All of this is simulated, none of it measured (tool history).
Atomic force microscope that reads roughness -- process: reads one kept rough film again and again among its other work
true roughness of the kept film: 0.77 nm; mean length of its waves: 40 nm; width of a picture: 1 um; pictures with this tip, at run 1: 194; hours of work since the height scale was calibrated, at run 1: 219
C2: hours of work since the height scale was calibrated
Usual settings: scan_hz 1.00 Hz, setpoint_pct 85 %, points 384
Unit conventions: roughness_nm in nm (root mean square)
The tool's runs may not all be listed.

Run 1, hour 0.0: usual settings; pictures with this tip 194; C2 219. Result: roughness_nm 0.714 nm (root mean square).
Run 2, hour 11.0: usual settings but scan_hz 1.34 Hz; pictures with this tip 210; C2 226. Result: roughness_nm 0.697 nm (root mean square).
At hour 14.6: new tip fitted.
Run 3, hour 26.0: usual settings but scan_hz 1.34 Hz; pictures with this tip 17; C2 235. Result: roughness_nm 0.701 nm (root mean square).
Run 4, hour 39.2: usual settings but scan_hz 1.34 Hz; pictures with this tip 37; C2 243. Result: roughness_nm 0.710 nm (root mean square).
Run 5, hour 50.3: usual settings; pictures with this tip 53; C2 250. Result: roughness_nm 0.721 nm (root mean square).
Run 6, hour 61.8: usual settings; pictures with this tip 71; C2 257. Result: roughness_nm 0.714 nm (root mean square).
Run 7, hour 77.8: usual settings; pictures with this tip 95; C2 267. Result: roughness_nm 0.715 nm (root mean square).
Run 8, hour 86.4: usual settings; pictures with this tip 108; C2 273. Result: roughness_nm 0.704 nm (root mean square).
Run 9, hour 95.4: usual settings but points 418; pictures with this tip 121; C2 278. Result: roughness_nm 0.718 nm (root mean square).
Run 10, hour 112.9: usual settings but points 532; pictures with this tip 148; C2 289. Result: roughness_nm 0.708 nm (root mean square).
Run 11, hour 123.3: usual settings but points 532; pictures with this tip 163; C2 296. Result: roughness_nm 0.716 nm (root mean square).
Run 12, hour 134.9: usual settings but points 532; pictures with this tip 181; C2 303. Result: roughness_nm 0.714 nm (root mean square).
Run 13, hour 150.3: usual settings but scan_hz 1.15 Hz; pictures with this tip 204; C2 312. Result: roughness_nm 0.707 nm (root mean square).
At hour 159.6: new tip fitted.
Run 14, hour 166.0: usual settings but setpoint_pct 65 %; pictures with this tip 10; C2 322. Result: roughness_nm 0.742 nm (root mean square).
Run 15, hour 184.5: usual settings but points 374; pictures with this tip 37; C2 333. Result: roughness_nm 0.719 nm (root mean square).
Run 16, hour 201.6: usual settings but points 374; pictures with this tip 63; C2 344. Result: roughness_nm 0.712 nm (root mean square).
Run 17, hour 211.2: usual settings but points 374; pictures with this tip 77; C2 350. Result: roughness_nm 0.716 nm (root mean square).
Run 18, hour 229.2: usual settings but points 374; pictures with this tip 105; C2 361. Result: roughness_nm 0.714 nm (root mean square).
Run 19, hour 237.2: usual settings but scan_hz 0.85 Hz; pictures with this tip 117; C2 366. Result: roughness_nm 0.718 nm (root mean square).
Run 20, hour 254.7: usual settings but scan_hz 0.85 Hz, points 858; pictures with this tip 143; C2 377. Result: roughness_nm 0.721 nm (root mean square).
Run 21, hour 272.5: usual settings but scan_hz 0.85 Hz, points 858; pictures with this tip 170; C2 388. Result: roughness_nm 0.724 nm (root mean square).
Run 22, hour 286.8: usual settings but scan_hz 0.85 Hz, points 858; pictures with this tip 191; C2 397. Result: roughness_nm 0.722 nm (root mean square).
Run 23, hour 298.2: usual settings but scan_hz 0.85 Hz, points 858; pictures with this tip 208; C2 404. Result: roughness_nm 0.714 nm (root mean square).
At hour 303.6: new tip fitted.
Run 24, hour 307.7: usual settings but scan_hz 0.85 Hz, points 858; pictures with this tip 6; C2 410. Result: roughness_nm 0.729 nm (root mean square).
Run 25, hour 320.5: usual settings but setpoint_pct 59 %; pictures with this tip 25; C2 418. Result: roughness_nm 0.742 nm (root mean square).
Run 26, hour 336.0: usual settings but scan_hz 1.23 Hz, setpoint_pct 61 %; pictures with this tip 48; C2 427. Result: roughness_nm 0.738 nm (root mean square).
Run 27, hour 346.8: usual settings but scan_hz 3.64 Hz, setpoint_pct 83 %; pictures with this tip 65; C2 434. Result: roughness_nm 0.645 nm (root mean square).
Run 28, hour 358.9: usual settings but scan_hz 3.64 Hz, setpoint_pct 83 %; pictures with this tip 83; C2 442. Result: roughness_nm 0.651 nm (root mean square).
Run 29, hour 369.6: usual settings but setpoint_pct 81 %, points 355; pictures with this tip 99; C2 448. Result: roughness_nm 0.716 nm (root mean square).
Run 30, hour 378.5: usual settings but setpoint_pct 81 %, points 355; pictures with this tip 112; C2 454. Result: roughness_nm 0.727 nm (root mean square).
Run 31, hour 393.4: usual settings but scan_hz 0.81 Hz, points 320; pictures with this tip 135; C2 463. Result: roughness_nm 0.718 nm (root mean square).
Run 32, hour 412.0: usual settings but scan_hz 0.81 Hz, points 320; pictures with this tip 163; C2 475. Result: roughness_nm 0.721 nm (root mean square).
Run 33, hour 420.2: usual settings but scan_hz 0.81 Hz, setpoint_pct 60 %, points 423; pictures with this tip 175; C2 480. Result: roughness_nm 0.747 nm (root mean square).
Run 34, hour 433.1: usual settings but scan_hz 0.81 Hz, setpoint_pct 60 %, points 423; pictures with this tip 194; C2 488. Result: roughness_nm 0.739 nm (root mean square).
At hour 447.7: new tip fitted.
Run 35, hour 452.2: usual settings but scan_hz 1.06 Hz, setpoint_pct 87 %, points 541; pictures with this tip 7; C2 499. Result: roughness_nm 0.714 nm (root mean square).
Run 36, hour 468.2: usual settings but scan_hz 3.79 Hz, setpoint_pct 60 %, points 330; pictures with this tip 31; C2 509. Result: roughness_nm 0.708 nm (root mean square).
Run 37, hour 483.9: usual settings but scan_hz 3.79 Hz, setpoint_pct 60 %, points 330; pictures with this tip 55; C2 519. Result: roughness_nm 0.716 nm (root mean square).
Run 38, hour 495.8: usual settings but scan_hz 3.79 Hz, setpoint_pct 61 %, points 777; pictures with this tip 73; C2 527. Result: roughness_nm 0.723 nm (root mean square).
Run 39, hour 504.2: usual settings but setpoint_pct 63 %, points 295; pictures with this tip 85; C2 532. Result: roughness_nm 0.736 nm (root mean square).
Run 40, hour 523.1: usual settings but setpoint_pct 82 %, points 283; pictures with this tip 114; C2 544. Result: roughness_nm 0.723 nm (root mean square).
Run 41, hour 533.2: usual settings but scan_hz 1.41 Hz, points 333; pictures with this tip 129; C2 550. Result: roughness_nm 0.697 nm (root mean square).
Run 42, hour 546.9: usual settings but scan_hz 0.83 Hz, setpoint_pct 61 %, points 333; pictures with this tip 150; C2 558. Result: roughness_nm 0.742 nm (root mean square).
Run 43, hour 558.2: usual settings but setpoint_pct 62 %, points 404; pictures with this tip 167; C2 565. Result: roughness_nm 0.734 nm (root mean square).
Run 44, hour 577.2: usual settings but scan_hz 2.67 Hz, setpoint_pct 61 %, points 787; pictures with this tip 195; C2 577. Result: roughness_nm 0.728 nm (root mean square).
At hour 591.8: new tip fitted.
Run 45, hour 592.0: usual settings but scan_hz 2.67 Hz, setpoint_pct 61 %, points 787; pictures with this tip 1; C2 586. Result: roughness_nm 0.722 nm (root mean square).
Run 46, hour 605.7: usual settings but scan_hz 1.85 Hz, setpoint_pct 69 %, points 719; pictures with this tip 21; C2 595. Result: roughness_nm 0.720 nm (root mean square).
Run 47, hour 623.0: usual settings but scan_hz 1.85 Hz, setpoint_pct 69 %, points 719; pictures with this tip 47; C2 606. Result: roughness_nm 0.722 nm (root mean square).

Below are 3 alternative next runs, each starting from the tool's condition after run 47. Predict each:
Run A, hour 632.3: usual settings but setpoint_pct 64 %; pictures with this tip 61; C2 611. Result: roughness_nm ?.
Run B, hour 632.3: usual settings but scan_hz 2.46 Hz, points 292; pictures with this tip 61; C2 611. Result: roughness_nm ?.
Run C, hour 632.3: usual settings but scan_hz 3.35 Hz, setpoint_pct 57 %, points 388; pictures with this tip 61; C2 611. Result: roughness_nm ?.

run  roughness_nm
  A         0.741
  B         0.659
  C         0.723
Had the tool no hidden state, the same runs would have come out as:
run  roughness_nm
  A         0.742
  B         0.660
  C         0.724
